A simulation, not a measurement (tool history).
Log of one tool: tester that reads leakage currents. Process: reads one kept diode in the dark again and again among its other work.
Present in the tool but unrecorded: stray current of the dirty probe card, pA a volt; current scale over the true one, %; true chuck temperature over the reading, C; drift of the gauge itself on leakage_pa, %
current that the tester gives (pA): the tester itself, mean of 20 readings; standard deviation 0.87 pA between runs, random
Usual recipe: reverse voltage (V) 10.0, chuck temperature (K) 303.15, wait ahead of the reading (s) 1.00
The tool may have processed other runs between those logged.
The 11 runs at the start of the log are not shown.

run	day	reverse voltage (V)	chuck temperature (K)	wait ahead of the reading (s)	hours of work since the probe card was cleaned	hours of work since the tester was calibrated	hours of work since the chuck was calibrated	current that the tester gives (pA)
12	45.525	10.0	294.15	1.00	1522	2371	1040	146.74
13	51.658	10.0	294.15	1.00	1609	2458	1128	147.51
14	56.675	10.0	294.15	1.00	1681	2530	1199	147.50
15	59.388	10.0	294.15	1.00	1719	2569	1238	146.81
16	64.633	10.0	294.15	1.00	1794	2644	1313	147.85
17	67.942	6.2	303.15	0.48	1841	2691	1360	250.10
18	73.554	10.0	320.15	6.38	1922	2771	1440	1008.71
19	77.950	10.0	320.15	6.38	1984	2834	1503	997.23
20	82.838	11.9	320.15	1.92	2054	2903	1572	1049.15
21	85.529	11.9	320.15	1.92	2092	2942	1611	1055.12
22	91.829	3.6	303.15	5.16	2182	3032	1701	207.90
# day 92.254: probe card cleaned and baked
# day 97.092: tester calibrated
23	97.254	1.6	316.15	6.42	70	2	1775	420.35
24	102.708	1.6	316.15	6.42	148	80	1853	417.89
25	105.504	20.0	328.15	9.18	188	120	1893	2111.51
# day 108.762: probe card cleaned and baked, once more
26	110.275	2.6	320.15	9.00	22	186	1959	635.10
27	114.096	6.0	303.15	1.00	76	241	2014	232.51
28	117.646	6.0	303.15	1.00	127	291	2064	231.92
29	120.933	10.0	308.15	1.00	174	338	2111	398.50
# day 125.504: chuck's temperature calibrated
30	127.150	10.0	308.15	1.00	261	426	23	425.34
31	132.838	10.7	323.15	0.78	342	507	105	1278.82

Run 32 is up next; what results do you expect?
32	136.092	10.0	301.15	1.00	389	553	151	?

current that the tester gives (pA): 248.59
Take away the tool's hidden state, keep the run-to-run variation as it was, and the same run would have given current that the tester gives (pA) 247.70.

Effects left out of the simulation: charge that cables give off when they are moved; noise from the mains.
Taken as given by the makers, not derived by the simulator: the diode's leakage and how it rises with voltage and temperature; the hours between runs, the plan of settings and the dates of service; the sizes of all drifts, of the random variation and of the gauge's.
